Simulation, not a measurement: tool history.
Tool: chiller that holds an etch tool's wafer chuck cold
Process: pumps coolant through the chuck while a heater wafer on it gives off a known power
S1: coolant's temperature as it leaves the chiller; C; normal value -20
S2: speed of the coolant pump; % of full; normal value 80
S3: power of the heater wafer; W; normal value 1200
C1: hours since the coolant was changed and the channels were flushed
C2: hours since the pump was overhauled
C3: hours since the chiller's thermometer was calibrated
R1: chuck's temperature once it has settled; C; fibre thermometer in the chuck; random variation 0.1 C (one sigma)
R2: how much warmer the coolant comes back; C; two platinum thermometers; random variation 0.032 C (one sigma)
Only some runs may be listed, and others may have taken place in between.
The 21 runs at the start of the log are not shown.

| run | day | S1 | S2 | S3 | C1 | C2 | C3 | R1 | R2 |
|---|---|---|---|---|---|---|---|---|---|
| 22 | 56.512 | -11 | 80 | 1200 | 3917 | 1864 | 3763 | -0.4 | 3.99 |
| 23 | 59.650 | -11 | 80 | 1200 | 3992 | 1940 | 3839 | -0.7 | 4.02 |
| 24 | 61.562 | -18 | 80 | 732 | 4038 | 1985 | 3884 | -11.7 | 2.50 |
|  | 62.888 | coolant changed, channels flushed |
| 25 | 64.846 | -18 | 60 | 1272 | 47 | 2058 | 3957 | -4.7 | 5.86 |
| 26 | 66.638 | -20 | 80 | 1172 | 90 | 2101 | 4000 | -9.8 | 3.92 |
| 27 | 69.250 | -20 | 80 | 1172 | 153 | 2164 | 4063 | -10.0 | 3.90 |
| 28 | 71.129 | -22 | 71 | 1159 | 198 | 2209 | 4108 | -11.0 | 4.50 |
| 29 | 72.792 | -22 | 71 | 1245 | 238 | 2249 | 4148 | -10.3 | 4.77 |
| 30 | 76.358 | -22 | 91 | 1245 | 323 | 2335 | 4234 | -11.9 | 3.66 |
|  | 77.942 | chiller's thermometer calibrated |
| 31 | 80.333 | -22 | 91 | 1245 | 418 | 2429 | 57 | -12.1 | 3.62 |

Branching from run 31: 3 alternative next runs. What would each branch give?
| A | 81.917 | -18 | 80 | 927 | 456 | 2467 | 95 | ? | ? |
| B | 81.917 | -19 | 80 | 1200 | 456 | 2467 | 95 | ? | ? |
| C | 81.917 | -28 | 89 | 1763 | 456 | 2467 | 95 | ? | ? |

| run | R1 | R2 |
|---|---|---|
| A | -10.0 | 3.09 |
| B | -8.7 | 4.00 |
| C | -13.6 | 5.18 |
Stripped of hidden state, with their random variation kept, the same runs would have yielded:
| run | R1 | R2 |
|---|---|---|
| A | -10.0 | 3.09 |
| B | -8.7 | 4.00 |
| C | -13.6 | 5.18 |
